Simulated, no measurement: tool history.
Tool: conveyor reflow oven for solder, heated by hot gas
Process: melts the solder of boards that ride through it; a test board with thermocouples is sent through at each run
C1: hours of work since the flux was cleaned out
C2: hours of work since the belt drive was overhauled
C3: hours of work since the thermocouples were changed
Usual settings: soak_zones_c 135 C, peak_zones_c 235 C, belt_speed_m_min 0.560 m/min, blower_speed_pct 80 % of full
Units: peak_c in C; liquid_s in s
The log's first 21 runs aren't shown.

run 22 hour=717.0 | soak_zones_c=135 peak_zones_c=235 belt_speed_m_min=0.580 blower_speed_pct=80 | C1=174 C2=664 C3=412 | peak_c=222.4 liquid_s=67.1
run 23 hour=756.2 | soak_zones_c=135 peak_zones_c=235 belt_speed_m_min=0.527 blower_speed_pct=57 | C1=193 C2=682 C3=431 | peak_c=219.2 liquid_s=70.2
run 24 hour=783.9 | soak_zones_c=137 peak_zones_c=235 belt_speed_m_min=0.560 blower_speed_pct=80 | C1=206 C2=695 C3=444 | peak_c=223.6 liquid_s=70.2
run 25 hour=815.8 | soak_zones_c=135 peak_zones_c=235 belt_speed_m_min=0.600 blower_speed_pct=56 | C1=221 C2=711 C3=459 | peak_c=214.0 liquid_s=56.0
-- hour=857.3 flux residue cleaned out of gas plates and filters
run 26 hour=866.2 | soak_zones_c=128 peak_zones_c=232 belt_speed_m_min=0.472 blower_speed_pct=86 | C1=4 C2=732 C3=481 | peak_c=225.9 liquid_s=84.8
run 27 hour=911.3 | soak_zones_c=128 peak_zones_c=232 belt_speed_m_min=0.472 blower_speed_pct=86 | C1=26 C2=754 C3=502 | peak_c=226.8 liquid_s=85.3
run 28 hour=940.0 | soak_zones_c=124 peak_zones_c=226 belt_speed_m_min=0.560 blower_speed_pct=51 | C1=39 C2=767 C3=516 | peak_c=206.0 liquid_s=47.3
run 29 hour=985.9 | soak_zones_c=146 peak_zones_c=246 belt_speed_m_min=0.663 blower_speed_pct=80 | C1=61 C2=789 C3=537 | peak_c=231.1 liquid_s=66.5
run 30 hour=1032.4 | soak_zones_c=130 peak_zones_c=234 belt_speed_m_min=0.585 blower_speed_pct=80 | C1=83 C2=811 C3=560 | peak_c=221.9 liquid_s=64.5

5 ways to go on from here, each from the tool as it stands after run 30. What would each give?
run A hour=1077.6 | soak_zones_c=135 peak_zones_c=249 belt_speed_m_min=0.560 blower_speed_pct=80 | C1=105 C2=832 C3=581 | peak_c=? liquid_s=?
run B hour=1077.6 | soak_zones_c=123 peak_zones_c=234 belt_speed_m_min=0.560 blower_speed_pct=76 | C1=105 C2=832 C3=581 | peak_c=? liquid_s=?
run C hour=1077.6 | soak_zones_c=130 peak_zones_c=234 belt_speed_m_min=0.585 blower_speed_pct=55 | C1=105 C2=832 C3=581 | peak_c=? liquid_s=?
run D hour=1077.6 | soak_zones_c=135 peak_zones_c=235 belt_speed_m_min=0.560 blower_speed_pct=51 | C1=105 C2=832 C3=581 | peak_c=? liquid_s=?
run E hour=1077.6 | soak_zones_c=130 peak_zones_c=234 belt_speed_m_min=0.525 blower_speed_pct=69 | C1=105 C2=832 C3=581 | peak_c=? liquid_s=?

run=A peak_c=237.6 liquid_s=78.9
run=B peak_c=220.9 liquid_s=64.3
run=C peak_c=213.8 liquid_s=56.1
run=D peak_c=215.5 liquid_s=62.2
run=E peak_c=222.2 liquid_s=71.6
Without the tool's hidden state the same runs would have given:
run=A peak_c=236.2 liquid_s=76.6
run=B peak_c=219.5 liquid_s=62.0
run=C peak_c=212.2 liquid_s=53.5
run=D peak_c=213.9 liquid_s=59.4
run=E peak_c=220.7 liquid_s=69.0
